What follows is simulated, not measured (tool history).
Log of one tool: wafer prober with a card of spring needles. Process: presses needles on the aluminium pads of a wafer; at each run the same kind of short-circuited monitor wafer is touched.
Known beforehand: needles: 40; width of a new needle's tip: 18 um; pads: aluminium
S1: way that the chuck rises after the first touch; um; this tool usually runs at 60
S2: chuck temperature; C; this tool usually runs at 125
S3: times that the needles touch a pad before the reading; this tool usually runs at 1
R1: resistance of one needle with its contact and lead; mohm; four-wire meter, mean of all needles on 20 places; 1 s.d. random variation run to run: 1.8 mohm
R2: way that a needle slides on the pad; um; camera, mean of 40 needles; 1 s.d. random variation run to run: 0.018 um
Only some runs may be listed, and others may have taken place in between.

run 1 hour=0.0 | S1=60 S2=125 S3=1 | R1=181 R2=12.71
-- hour=6.9 tips cleaned on abrasive film
-- hour=22.9 tips cleaned on abrasive film
run 2 hour=30.2 | S1=60 S2=125 S3=1 | R1=182 R2=12.70
-- hour=39.9 tips cleaned on abrasive film
-- hour=55.1 tips cleaned on abrasive film
-- hour=71.1 tips cleaned on abrasive film
run 3 hour=71.3 | S1=60 S2=125 S3=1 | R1=182 R2=12.73
-- hour=86.5 tips cleaned on abrasive film
-- hour=100.7 tips cleaned on abrasive film
run 4 hour=100.7 | S1=60 S2=125 S3=1 | R1=182 R2=12.72
-- hour=117.4 tips cleaned on abrasive film
-- hour=132.7 tips cleaned on abrasive film
run 5 hour=145.3 | S1=60 S2=125 S3=1 | R1=184 R2=12.76
-- hour=148.8 tips cleaned on abrasive film
-- hour=162.9 tips cleaned on abrasive film
run 6 hour=172.6 | S1=60 S2=125 S3=2 | R1=184 R2=12.76
-- hour=179.5 tips cleaned on abrasive film
-- hour=196.4 tips cleaned on abrasive film
run 7 hour=196.4 | S1=60 S2=120 S3=1 | R1=179 R2=12.74
-- hour=212.9 tips cleaned on abrasive film
run 8 hour=216.6 | S1=60 S2=125 S3=1 | R1=183 R2=12.76
-- hour=228.7 tips cleaned on abrasive film
run 9 hour=241.6 | S1=60 S2=125 S3=2 | R1=181 R2=12.76
-- hour=245.1 tips cleaned on abrasive film
-- hour=259.9 tips cleaned on abrasive film
-- hour=274.1 tips cleaned on abrasive film
run 10 hour=275.0 | S1=57 S2=125 S3=1 | R1=183 R2=12.12
-- hour=289.9 tips cleaned on abrasive film
-- hour=305.7 tips cleaned on abrasive film
run 11 hour=311.1 | S1=57 S2=125 S3=1 | R1=182 R2=12.15
-- hour=320.0 tips cleaned on abrasive film
-- hour=333.7 tips cleaned on abrasive film
run 12 hour=341.4 | S1=60 S2=39 S3=1 | R1=167 R2=12.73
-- hour=347.5 tips cleaned on abrasive film
-- hour=362.3 tips cleaned on abrasive film
-- hour=378.6 tips cleaned on abrasive film
run 13 hour=380.0 | S1=44 S2=39 S3=1 | R1=170 R2=9.38
-- hour=393.2 tips cleaned on abrasive film
-- hour=408.9 tips cleaned on abrasive film
-- hour=423.6 tips cleaned on abrasive film
run 14 hour=427.0 | S1=60 S2=125 S3=1 | R1=181 R2=12.81
-- hour=440.6 tips cleaned on abrasive film
run 15 hour=450.4 | S1=60 S2=102 S3=1 | R1=177 R2=12.82
-- hour=456.3 tips cleaned on abrasive film
-- hour=460.7 height of the first contact set anew
-- hour=472.4 tips cleaned on abrasive film
run 16 hour=472.4 | S1=61 S2=49 S3=2 | R1=166 R2=13.06
-- hour=487.4 tips cleaned on abrasive film
-- hour=501.4 tips cleaned on abrasive film
-- hour=515.8 tips cleaned on abrasive film
run 17 hour=522.1 | S1=60 S2=125 S3=2 | R1=181 R2=12.83
-- hour=530.2 tips cleaned on abrasive film
-- hour=545.7 tips cleaned on abrasive film
-- hour=559.3 tips cleaned on abrasive film
run 18 hour=569.5 | S1=75 S2=53 S3=2 | R1=167 R2=16.09
-- hour=574.8 tips cleaned on abrasive film
-- hour=591.8 tips cleaned on abrasive film
-- hour=607.1 tips cleaned on abrasive film
run 19 hour=608.6 | S1=45 S2=124 S3=2 | R1=186 R2=9.64
-- hour=624.0 tips cleaned on abrasive film
-- hour=639.9 tips cleaned on abrasive film
run 20 hour=649.2 | S1=43 S2=26 S3=2 | R1=165 R2=9.23
-- hour=656.0 tips cleaned on abrasive film
-- hour=672.6 tips cleaned on abrasive film
-- hour=687.8 tips cleaned on abrasive film
run 21 hour=689.6 | S1=78 S2=125 S3=2 | R1=180 R2=16.77
-- hour=701.7 tips cleaned on abrasive film
-- hour=717.2 tips cleaned on abrasive film
run 22 hour=726.1 | S1=55 S2=60 S3=2 | R1=172 R2=11.84
-- hour=732.2 tips cleaned on abrasive film
-- hour=746.6 tips cleaned on abrasive film
-- hour=760.7 tips cleaned on abrasive film
run 23 hour=761.9 | S1=50 S2=73 S3=2 | R1=172 R2=10.75
-- hour=775.4 tips cleaned on abrasive film
-- hour=790.5 tips cleaned on abrasive film
run 24 hour=797.6 | S1=50 S2=83 S3=2 | R1=176 R2=10.78
-- hour=806.2 tips cleaned on abrasive film
-- hour=822.9 tips cleaned on abrasive film
-- hour=839.4 tips cleaned on abrasive film
run 25 hour=843.2 | S1=50 S2=83 S3=2 | R1=177 R2=10.80
-- hour=855.7 tips cleaned on abrasive film
-- hour=871.4 tips cleaned on abrasive film
run 26 hour=881.2 | S1=53 S2=125 S3=1 | R1=184 R2=11.42
-- hour=888.0 tips cleaned on abrasive film
-- hour=903.6 tips cleaned on abrasive film
-- hour=919.1 tips cleaned on abrasive film
run 27 hour=930.5 | S1=53 S2=125 S3=1 | R1=184 R2=11.44
-- hour=934.0 tips cleaned on abrasive film
-- hour=934.3 height of the first contact set anew
-- hour=950.2 tips cleaned on abrasive film
run 28 hour=953.5 | S1=53 S2=125 S3=1 | R1=179 R2=11.48

4 ways to go on from here, each from the tool as it stands after run 28. What would each give?
-- hour=964.7 tips cleaned on abrasive film
-- hour=981.1 tips cleaned on abrasive film
-- hour=995.7 tips cleaned on abrasive film
run A hour=995.7 | S1=41 S2=125 S3=3 | R1=? R2=?
-- hour=964.7 tips cleaned on abrasive film
-- hour=981.1 tips cleaned on abrasive film
-- hour=995.7 tips cleaned on abrasive film
run B hour=995.7 | S1=50 S2=125 S3=1 | R1=? R2=?
-- hour=964.7 tips cleaned on abrasive film
-- hour=981.1 tips cleaned on abrasive film
-- hour=995.7 tips cleaned on abrasive film
run C hour=995.7 | S1=60 S2=28 S3=1 | R1=? R2=?
-- hour=964.7 tips cleaned on abrasive film
-- hour=981.1 tips cleaned on abrasive film
-- hour=995.7 tips cleaned on abrasive film
run D hour=995.7 | S1=51 S2=125 S3=2 | R1=? R2=?

run=A R1=186 R2=8.89
run=B R1=185 R2=10.82
run=C R1=164 R2=12.99
run=D R1=177 R2=11.04
Stripped of hidden state, with their random variation kept, the same runs would have yielded:
run=A R1=186 R2=8.70
run=B R1=185 R2=10.59
run=C R1=164 R2=12.72
run=D R1=177 R2=10.81
